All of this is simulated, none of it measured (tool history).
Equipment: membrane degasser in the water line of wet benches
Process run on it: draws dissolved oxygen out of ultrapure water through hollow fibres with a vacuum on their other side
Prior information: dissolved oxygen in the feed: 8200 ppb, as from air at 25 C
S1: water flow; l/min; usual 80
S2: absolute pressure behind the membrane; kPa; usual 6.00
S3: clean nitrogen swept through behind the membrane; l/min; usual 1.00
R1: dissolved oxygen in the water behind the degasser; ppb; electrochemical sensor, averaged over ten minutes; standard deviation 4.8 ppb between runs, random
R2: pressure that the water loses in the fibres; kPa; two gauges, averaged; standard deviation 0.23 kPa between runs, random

run	hour	S1	S2	S3	R1	R2
1	0.0	80	6.00	1.00	522.4	57.83
2	92.9	115	6.00	1.00	795.5	82.12
3	175.6	82	6.00	1.00	545.2	59.01
4	272.8	82	6.00	1.00	541.6	58.88
5	348.6	80	6.00	1.00	527.6	57.31
# hour 396.3: vacuum gauge calibrated
6	404.4	80	6.00	1.00	551.8	57.50
7	501.7	111	6.00	1.00	798.4	80.16
# hour 580.1: vacuum gauge calibrated, once more
8	593.1	111	6.00	1.00	724.7	80.06
9	660.2	80	6.00	1.00	477.1	57.72
10	725.2	80	6.00	1.00	483.6	57.85
11	772.3	80	6.00	1.51	394.9	57.80
12	833.0	80	3.78	1.00	204.2	58.03
13	923.3	83	3.75	0.61	240.7	60.04
14	1000.0	62	6.00	0.75	428.4	44.67
15	1047.7	80	4.81	0.59	410.1	58.16
16	1099.8	128	5.83	1.00	829.3	92.96
17	1173.2	128	5.83	1.00	829.1	92.94
18	1229.6	109	13.12	2.83	951.5	79.40
19	1284.2	128	14.30	2.83	1255.4	92.48
20	1369.1	97	3.60	0.87	288.4	70.19
21	1457.7	97	3.60	0.87	290.5	70.30
22	1541.7	80	9.65	1.20	844.2	57.79
23	1582.2	81	9.65	0.55	1259.7	58.10

Below are 3 alternative next runs, each starting from the tool's condition after run 23. Predict each:
A	1661.4	85	9.65	0.55	?	?
B	1661.4	83	4.56	1.00	?	?
C	1661.4	80	6.12	1.00	?	?

run	R1	R2
A	1286.8	61.74
B	326.2	60.06
C	500.6	57.82
Without the tool's hidden state the same runs would have given:
run	R1	R2
A	1294.5	61.28
B	319.3	59.61
C	495.5	57.39

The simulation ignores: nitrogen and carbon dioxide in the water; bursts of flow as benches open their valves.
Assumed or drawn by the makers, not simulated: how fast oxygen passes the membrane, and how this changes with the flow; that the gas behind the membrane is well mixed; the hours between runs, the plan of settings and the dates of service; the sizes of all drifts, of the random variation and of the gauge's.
